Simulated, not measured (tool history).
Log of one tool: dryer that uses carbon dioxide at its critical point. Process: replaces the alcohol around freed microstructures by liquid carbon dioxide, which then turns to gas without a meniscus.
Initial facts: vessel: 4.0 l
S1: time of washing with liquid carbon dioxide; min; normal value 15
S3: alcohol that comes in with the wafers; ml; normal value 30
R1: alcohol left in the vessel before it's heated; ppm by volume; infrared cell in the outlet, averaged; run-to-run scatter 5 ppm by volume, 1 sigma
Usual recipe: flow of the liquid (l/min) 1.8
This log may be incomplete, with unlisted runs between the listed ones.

run 1 hour=0 | S1=15 flow_of_the_liquid_(l/min)=1.8 S3=30 | R1=36
run 2 hour=53.4 | S1=20 flow_of_the_liquid_(l/min)=1.8 S3=30 | R1=22
run 3 hour=117.5 | S1=20 flow_of_the_liquid_(l/min)=1.8 S3=30 | R1=29
run 4 hour=170.6 | S1=20 flow_of_the_liquid_(l/min)=1.8 S3=30 | R1=44
run 5 hour=220 | S1=15 flow_of_the_liquid_(l/min)=1.8 S3=99 | R1=147
run 6 hour=266.8 | S1=15 flow_of_the_liquid_(l/min)=1.8 S3=99 | R1=165
run 7 hour=298.6 | S1=15 flow_of_the_liquid_(l/min)=1.8 S3=99 | R1=183
-- hour=362.1 inlet filter changed
run 8 hour=364.5 | S1=15 flow_of_the_liquid_(l/min)=2.64 S3=30 | R1=79
run 9 hour=429.2 | S1=15 flow_of_the_liquid_(l/min)=1.8 S3=30 | R1=105
run 10 hour=457 | S1=15 flow_of_the_liquid_(l/min)=1.8 S3=30 | R1=105
run 11 hour=490.7 | S1=15 flow_of_the_liquid_(l/min)=1.8 S3=30 | R1=114
run 12 hour=550.7 | S1=11 flow_of_the_liquid_(l/min)=1.8 S3=30 | R1=207
run 13 hour=594.9 | S1=11 flow_of_the_liquid_(l/min)=1.8 S3=30 | R1=207
run 14 hour=661.3 | S1=11 flow_of_the_liquid_(l/min)=1.8 S3=86 | R1=456
run 15 hour=727.6 | S1=13 flow_of_the_liquid_(l/min)=1.8 S3=86 | R1=301
run 16 hour=791.4 | S1=15 flow_of_the_liquid_(l/min)=1.8 S3=30 | R1=173
run 17 hour=850.8 | S1=15 flow_of_the_liquid_(l/min)=1.8 S3=30 | R1=186
run 18 hour=893.5 | S1=20 flow_of_the_liquid_(l/min)=1.8 S3=30 | R1=184
-- hour=921.4 purifier's bed changed
run 19 hour=957.8 | S1=15 flow_of_the_liquid_(l/min)=1.8 S3=28 | R1=37
run 20 hour=1003.8 | S1=15 flow_of_the_liquid_(l/min)=1.8 S3=80 | R1=119
run 21 hour=1040.6 | S1=15 flow_of_the_liquid_(l/min)=1.8 S3=80 | R1=126
run 22 hour=1086.8 | S1=16 flow_of_the_liquid_(l/min)=1.8 S3=30 | R1=68
-- hour=1101.4 inlet filter changed
run 23 hour=1153 | S1=15 flow_of_the_liquid_(l/min)=1.8 S3=26 | R1=68
run 24 hour=1198 | S1=9 flow_of_the_liquid_(l/min)=2.5 S3=30 | R1=113
run 25 hour=1264.7 | S1=9 flow_of_the_liquid_(l/min)=2.5 S3=30 | R1=117
run 26 hour=1325 | S1=14 flow_of_the_liquid_(l/min)=1.55 S3=30 | R1=148
run 27 hour=1355.5 | S1=14 flow_of_the_liquid_(l/min)=2.97 S3=46 | R1=85
run 28 hour=1417.5 | S1=13 flow_of_the_liquid_(l/min)=1.56 S3=41 | R1=245
run 29 hour=1459.6 | S1=16 flow_of_the_liquid_(l/min)=1.37 S3=84 | R1=304
run 30 hour=1488.1 | S1=11 flow_of_the_liquid_(l/min)=1.45 S3=25 | R1=346
run 31 hour=1522.5 | S1=14 flow_of_the_liquid_(l/min)=1.8 S3=72 | R1=220
run 32 hour=1550.2 | S1=14 flow_of_the_liquid_(l/min)=1.4 S3=85 | R1=504
run 33 hour=1609.7 | S1=15 flow_of_the_liquid_(l/min)=1.4 S3=85 | R1=455
run 34 hour=1669.3 | S1=15 flow_of_the_liquid_(l/min)=2.36 S3=31 | R1=155
run 35 hour=1729.5 | S1=15 flow_of_the_liquid_(l/min)=1.66 S3=35 | R1=222
run 36 hour=1760.2 | S1=19 flow_of_the_liquid_(l/min)=2.3 S3=112 | R1=166
run 37 hour=1807.7 | S1=10 flow_of_the_liquid_(l/min)=3 S3=27 | R1=186
-- hour=1835.3 inlet filter changed
-- hour=1844 purifier's bed changed
run 38 hour=1848.8 | S1=12 flow_of_the_liquid_(l/min)=1.61 S3=95 | R1=322
run 39 hour=1901.2 | S1=15 flow_of_the_liquid_(l/min)=2.38 S3=59 | R1=18
run 40 hour=1964.1 | S1=15 flow_of_the_liquid_(l/min)=2.38 S3=59 | R1=36
run 41 hour=2017.3 | S1=21 flow_of_the_liquid_(l/min)=2.18 S3=41 | R1=33
run 42 hour=2048.4 | S1=15 flow_of_the_liquid_(l/min)=1.8 S3=30 | R1=68
run 43 hour=2108.2 | S1=21 flow_of_the_liquid_(l/min)=2.04 S3=23 | R1=57
run 44 hour=2137.5 | S1=23 flow_of_the_liquid_(l/min)=2.24 S3=23 | R1=58
run 45 hour=2182.3 | S1=23 flow_of_the_liquid_(l/min)=2.99 S3=21 | R1=69
run 46 hour=2244.6 | S1=15 flow_of_the_liquid_(l/min)=2.99 S3=21 | R1=81

Forecast each of these 4 alternatives for the next run:
run A hour=2292.7 | S1=10 flow_of_the_liquid_(l/min)=1.24 S3=102 | R1=?
run B hour=2292.7 | S1=15 flow_of_the_liquid_(l/min)=1.27 S3=21 | R1=?
run C hour=2292.7 | S1=18 flow_of_the_liquid_(l/min)=2.99 S3=21 | R1=?
run D hour=2292.7 | S1=22 flow_of_the_liquid_(l/min)=1.27 S3=37 | R1=?

run=A R1=2075
run=B R1=188
run=C R1=88
run=D R1=122
Without the tool's hidden state the same runs would have given:
run=A R1=1560
run=B R1=70
run=C R1=6
run=D R1=26
